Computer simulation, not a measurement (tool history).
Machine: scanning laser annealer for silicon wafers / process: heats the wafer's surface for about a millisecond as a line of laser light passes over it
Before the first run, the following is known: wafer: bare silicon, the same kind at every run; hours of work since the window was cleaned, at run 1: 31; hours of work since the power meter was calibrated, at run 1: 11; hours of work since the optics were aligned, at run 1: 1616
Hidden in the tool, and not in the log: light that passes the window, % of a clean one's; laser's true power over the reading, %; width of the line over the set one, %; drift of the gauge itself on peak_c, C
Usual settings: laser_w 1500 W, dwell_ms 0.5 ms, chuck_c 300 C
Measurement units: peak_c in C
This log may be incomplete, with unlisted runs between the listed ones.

run,hour,laser_w,dwell_ms,chuck_c,hours of work since the window was cleaned,hours of work since the power meter was calibrated,hours of work since the optics were aligned,peak_c
1,0,1500,0.5,300,31,11,1616,1085
2,31.4,1500,0.5,300,48,28,1633,1088
3,56.5,1500,0.5,300,62,42,1647,1082
4,88.8,1500,0.5,300,80,60,1666,1083
5,102.9,1500,0.5,300,88,68,1673,1086
6,120.4,1500,0.5,300,98,78,1683,1086
7,136.6,1500,0.5,300,107,87,1692,1087
8,166.3,1500,0.5,300,124,104,1709,1084
9,191,1500,0.5,300,138,118,1723,1084
10,205.2,1500,0.5,300,146,126,1731,1080
11,226.7,1500,0.5,300,158,138,1743,1080
12,241.2,1500,0.5,300,166,146,1751,1084
13,256.9,1500,0.5,300,174,155,1760,1082
14,282.2,1500,0.5,300,189,169,1774,1081
15,299.2,1500,0.5,273,198,178,1783,1056
16,331.5,1500,0.5,273,216,196,1801,1051
17,353.7,1500,0.5,273,229,209,1814,1055
18,376.3,1500,0.5,273,241,221,1826,1051
# hour 386.2: optics aligned, line set to its width
19,395.3,1500,0.378,300,249,229,5,979
20,414.1,1500,0.5,300,260,240,16,1095
21,431.1,1500,0.5,300,269,249,25,1093
22,457.9,1500,0.5,300,284,264,40,1092
23,475.3,1527,0.374,273,294,274,50,963
24,497.4,1352,0.579,316,306,286,62,1094
25,523.6,1352,0.579,316,321,301,77,1093
26,555.4,1368,0.442,269,339,319,95,948
27,580.4,1368,0.442,269,353,333,109,947
28,609.6,1303,0.462,264,369,349,125,929
29,628.8,1303,0.462,264,380,360,136,927
30,652.7,1303,0.462,264,393,373,149,928
31,668.5,1562,0.499,271,402,382,158,1090
32,685.2,1562,0.499,271,411,391,167,1086
33,704.8,1642,0.499,327,422,402,178,1179
34,731.5,1500,0.5,302,437,417,193,1090
35,762.9,1500,0.482,336,455,435,211,1107
36,781.6,1500,0.482,336,465,445,221,1106
37,811.3,1500,0.482,336,482,462,238,1106
38,835.2,1625,0.5,283,495,475,251,1127
39,857,1625,0.5,283,507,487,263,1129
40,878,1625,0.5,283,519,499,275,1123

Here are 3 independent what-if runs from the current tool condition. What would each one return?
A,897.8,1629,0.532,290,530,510,286,?
B,897.8,1500,0.397,331,530,510,286,?
C,897.8,1572,0.371,296,530,510,286,?

run,peak_c
A,1165
B,1022
C,991
Had the tool no hidden state, the same runs would have come out as:
run,peak_c
A,1186
B,1039
C,1008
